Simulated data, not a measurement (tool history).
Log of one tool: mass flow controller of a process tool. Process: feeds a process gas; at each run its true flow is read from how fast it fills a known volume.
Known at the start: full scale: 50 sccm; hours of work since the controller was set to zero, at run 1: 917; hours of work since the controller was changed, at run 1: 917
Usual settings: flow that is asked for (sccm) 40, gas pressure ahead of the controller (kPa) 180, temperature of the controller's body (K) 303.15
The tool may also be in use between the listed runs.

run,day,flow that is asked for (sccm),gas pressure ahead of the controller (kPa),temperature of the controller's body (K),hours of work since the controller was set to zero,hours of work since the controller was changed,true flow (%)
1,0,40,180,303.15,917,917,99.84
2,4.962,40,180,303.15,980,980,99.84
3,11.5,40,180,303.15,1062,1062,99.94
4,17.021,40,180,303.15,1131,1131,99.91
5,21.179,40,180,303.15,1183,1183,100.01
6,27.512,40,180,298.15,1263,1263,100.21
7,34.65,40,278,303.15,1352,1352,99.71
8,41.754,40,278,306.15,1442,1442,99.48
9,47.538,40,278,306.15,1514,1514,99.57
10,51.346,40,278,306.15,1562,1562,99.5
11,59.238,40,278,306.15,1661,1661,99.55
12,63.796,40,171,306.15,1718,1718,100.05
13,68.317,40,171,306.15,1775,1775,99.93
14,76.171,40,171,306.15,1874,1874,100.13
15,83.867,40,171,306.15,1970,1970,100.08
16,90.112,40,180,303.15,2049,2049,100.15
17,97.308,40,155,296.15,2139,2139,100.69
18,101.525,10,155,296.15,2192,2192,100.7
19,105.204,7,223,303.15,2238,2238,100.27
20,108.846,40,257,303.15,2284,2284,99.95
21,116.596,14,204,301.15,2381,2381,100.2
22,122.517,40,180,310.15,2456,2456,99.87
23,126.9,40,185,310.15,2511,2511,99.81
24,130.212,40,230,304.15,2552,2552,100.18
25,137.075,28,179,304.15,2638,2638,100.18
26,140.475,28,179,304.15,2681,2681,100.19
27,147.808,28,179,304.15,2773,2773,100.12
28,151.825,28,179,304.15,2824,2824,100.26
29,155.317,27,180,295.15,2868,2868,100.68
30,160.092,27,180,295.15,2928,2928,100.72
31,167.696,6,216,303.15,3023,3023,100.88
32,172.775,6,216,303.15,3087,3087,100.85

Hidden state or all else? Some run-to-run changes of true flow (%), split into what the settings, what came in and random variation would give without the hidden state, and what is left for the hidden state (with any gauge scatter that isn't in both results):
The hidden state here: flow at rest that the sensor doesn't see, % of full scale; true flow over the shown one, %; drift of the gauge itself on true_pct, %.
Run 6 -> 7: gas pressure ahead of the controller (kPa) 180 -> 278, temperature of the controller's body (K) 298.15 -> 303.15. true flow (%) -0.5: hidden state +0.02, all else -0.52.
Run 11 -> 12: gas pressure ahead of the controller (kPa) 278 -> 171. true flow (%) +0.5: hidden state +0.01, all else +0.49.
Run 16 -> 17: gas pressure ahead of the controller (kPa) 180 -> 155, temperature of the controller's body (K) 303.15 -> 296.15. true flow (%) +0.54: hidden state +0.02, all else +0.52.
Run 17 -> 18: flow that is asked for (sccm) 40 -> 10. true flow (%) +0.01: hidden state +0.45, all else -0.44.
Run 19 -> 20: flow that is asked for (sccm) 7 -> 40, gas pressure ahead of the controller (kPa) 223 -> 257. true flow (%) -0.32: hidden state -0.69, all else +0.37.
Run 30 -> 31: flow that is asked for (sccm) 27 -> 6, gas pressure ahead of the controller (kPa) 180 -> 216, temperature of the controller's body (K) 295.15 -> 303.15. true flow (%) +0.16: hidden state +1.03, all else -0.87.
